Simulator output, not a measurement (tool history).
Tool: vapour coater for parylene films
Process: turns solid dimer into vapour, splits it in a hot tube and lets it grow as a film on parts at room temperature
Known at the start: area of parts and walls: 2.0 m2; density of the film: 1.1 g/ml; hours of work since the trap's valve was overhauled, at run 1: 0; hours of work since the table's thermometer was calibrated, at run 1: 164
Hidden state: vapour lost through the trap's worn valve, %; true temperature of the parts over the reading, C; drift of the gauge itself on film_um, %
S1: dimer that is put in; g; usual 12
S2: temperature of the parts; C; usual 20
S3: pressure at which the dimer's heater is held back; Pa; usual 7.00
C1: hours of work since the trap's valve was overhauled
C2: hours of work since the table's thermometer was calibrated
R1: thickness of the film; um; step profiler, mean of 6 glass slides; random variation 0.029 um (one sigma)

{"run": 1, "hour": 0.0, "S1": 12, "S2": 20, "S3": 7.0, "C1": 0, "C2": 164, "R1": 2.72}
{"run": 2, "hour": 46.5, "S1": 12, "S2": 20, "S3": 2.73, "C1": 37, "C2": 201, "R1": 2.89}
{"run": 3, "hour": 80.6, "S1": 6, "S2": 20, "S3": 2.73, "C1": 65, "C2": 229, "R1": 1.42}
{"run": 4, "hour": 110.5, "S1": 6, "S2": 20, "S3": 2.73, "C1": 89, "C2": 253, "R1": 1.39}
{"run": 5, "hour": 178.3, "S1": 6, "S2": 20, "S3": 2.73, "C1": 143, "C2": 307, "R1": 1.4}
{"run": 6, "hour": 231.7, "S1": 6, "S2": 20, "S3": 2.73, "C1": 186, "C2": 350, "R1": 1.39}
{"run": 7, "hour": 299.4, "S1": 6, "S2": 20, "S3": 2.73, "C1": 241, "C2": 405, "R1": 1.34}
{"run": 8, "hour": 357.8, "S1": 6, "S2": 20, "S3": 2.73, "C1": 288, "C2": 451, "R1": 1.32}
{"run": 9, "hour": 410.0, "S1": 6, "S2": 20, "S3": 2.73, "C1": 330, "C2": 494, "R1": 1.26}
{"run": 10, "hour": 447.9, "S1": 8, "S2": 20, "S3": 2.73, "C1": 360, "C2": 524, "R1": 1.62}
{"hour": 476.8, "done": "trap's valve overhauled"}
{"run": 11, "hour": 517.8, "S1": 8, "S2": 20, "S3": 2.73, "C1": 33, "C2": 577, "R1": 1.89}
{"run": 12, "hour": 585.4, "S1": 8, "S2": 20, "S3": 2.73, "C1": 87, "C2": 631, "R1": 1.84}
{"run": 13, "hour": 638.6, "S1": 12, "S2": 20, "S3": 7.0, "C1": 130, "C2": 674, "R1": 2.53}
{"run": 14, "hour": 687.4, "S1": 12, "S2": 20, "S3": 7.0, "C1": 169, "C2": 713, "R1": 2.53}
{"run": 15, "hour": 722.9, "S1": 12, "S2": 20, "S3": 7.0, "C1": 198, "C2": 742, "R1": 2.45}
{"run": 16, "hour": 783.4, "S1": 12, "S2": 20, "S3": 7.0, "C1": 247, "C2": 791, "R1": 2.38}
{"run": 17, "hour": 826.6, "S1": 12, "S2": 20, "S3": 7.0, "C1": 281, "C2": 825, "R1": 2.39}
{"run": 18, "hour": 868.3, "S1": 9, "S2": 20, "S3": 7.0, "C1": 315, "C2": 859, "R1": 1.74}
{"run": 19, "hour": 907.5, "S1": 12, "S2": 16, "S3": 7.0, "C1": 346, "C2": 890, "R1": 2.52}
{"hour": 952.2, "done": "trap's valve overhauled"}
{"run": 20, "hour": 964.4, "S1": 12, "S2": 20, "S3": 7.0, "C1": 10, "C2": 933, "R1": 2.62}
{"run": 21, "hour": 993.2, "S1": 12, "S2": 17, "S3": 9.23, "C1": 33, "C2": 956, "R1": 2.69}
{"run": 22, "hour": 1059.1, "S1": 6, "S2": 18, "S3": 9.23, "C1": 86, "C2": 1009, "R1": 1.35}
{"run": 23, "hour": 1114.0, "S1": 16, "S2": 14, "S3": 7.0, "C1": 130, "C2": 1053, "R1": 3.75}
{"run": 24, "hour": 1179.0, "S1": 16, "S2": 14, "S3": 2.43, "C1": 182, "C2": 1106, "R1": 4.09}
{"run": 25, "hour": 1243.8, "S1": 16, "S2": 14, "S3": 2.43, "C1": 235, "C2": 1158, "R1": 4.02}
{"run": 26, "hour": 1311.0, "S1": 12, "S2": 20, "S3": 4.04, "C1": 289, "C2": 1212, "R1": 2.46}
{"run": 27, "hour": 1378.5, "S1": 12, "S2": 20, "S3": 4.04, "C1": 343, "C2": 1266, "R1": 2.38}
{"hour": 1427.5, "done": "trap's valve overhauled"}
{"run": 28, "hour": 1434.8, "S1": 20, "S2": 31, "S3": 8.83, "C1": 6, "C2": 1308, "R1": 3.45}
{"run": 29, "hour": 1478.4, "S1": 16, "S2": 20, "S3": 2.84, "C1": 41, "C2": 1343, "R1": 3.74}
{"run": 30, "hour": 1538.2, "S1": 16, "S2": 20, "S3": 2.84, "C1": 89, "C2": 1391, "R1": 3.68}
{"run": 31, "hour": 1590.3, "S1": 16, "S2": 20, "S3": 2.84, "C1": 131, "C2": 1433, "R1": 3.6}
{"run": 32, "hour": 1642.0, "S1": 12, "S2": 20, "S3": 6.48, "C1": 173, "C2": 1475, "R1": 2.52}
{"run": 33, "hour": 1689.1, "S1": 12, "S2": 20, "S3": 6.48, "C1": 210, "C2": 1513, "R1": 2.47}
{"run": 34, "hour": 1756.2, "S1": 9, "S2": 20, "S3": 9.34, "C1": 264, "C2": 1567, "R1": 1.75}
{"run": 35, "hour": 1818.3, "S1": 9, "S2": 20, "S3": 9.34, "C1": 314, "C2": 1617, "R1": 1.71}
{"run": 36, "hour": 1852.5, "S1": 6, "S2": 16, "S3": 7.0, "C1": 342, "C2": 1644, "R1": 1.28}
{"hour": 1901.6, "done": "trap's valve overhauled"}
{"run": 37, "hour": 1911.7, "S1": 6, "S2": 16, "S3": 7.0, "C1": 8, "C2": 1688, "R1": 1.43}
{"run": 38, "hour": 1970.4, "S1": 6, "S2": 16, "S3": 7.0, "C1": 55, "C2": 1736, "R1": 1.39}
{"run": 39, "hour": 2031.1, "S1": 9, "S2": 22, "S3": 7.0, "C1": 104, "C2": 1784, "R1": 1.75}
{"hour": 2077.3, "done": "table's thermometer calibrated"}
{"run": 40, "hour": 2077.3, "S1": 9, "S2": 22, "S3": 7.0, "C1": 141, "C2": 0, "R1": 1.81}

Forecast each of these 4 alternatives for the next run:
{"run": "A", "hour": 2112.2, "S1": 6, "S2": 13, "S3": 3.36, "C1": 169, "C2": 28, "R1": "?"}
{"run": "B", "hour": 2112.2, "S1": 17, "S2": 15, "S3": 11.22, "C1": 169, "C2": 28, "R1": "?"}
{"run": "C", "hour": 2112.2, "S1": 7, "S2": 14, "S3": 4.08, "C1": 169, "C2": 28, "R1": "?"}
{"run": "D", "hour": 2112.2, "S1": 7, "S2": 20, "S3": 10.43, "C1": 169, "C2": 28, "R1": "?"}

run=A R1=1.53
run=B R1=3.81
run=C R1=1.70
run=D R1=1.37
Without the tool's hidden state the same runs would have given:
run=A R1=1.65
run=B R1=4.11
run=C R1=1.83
run=D R1=1.48
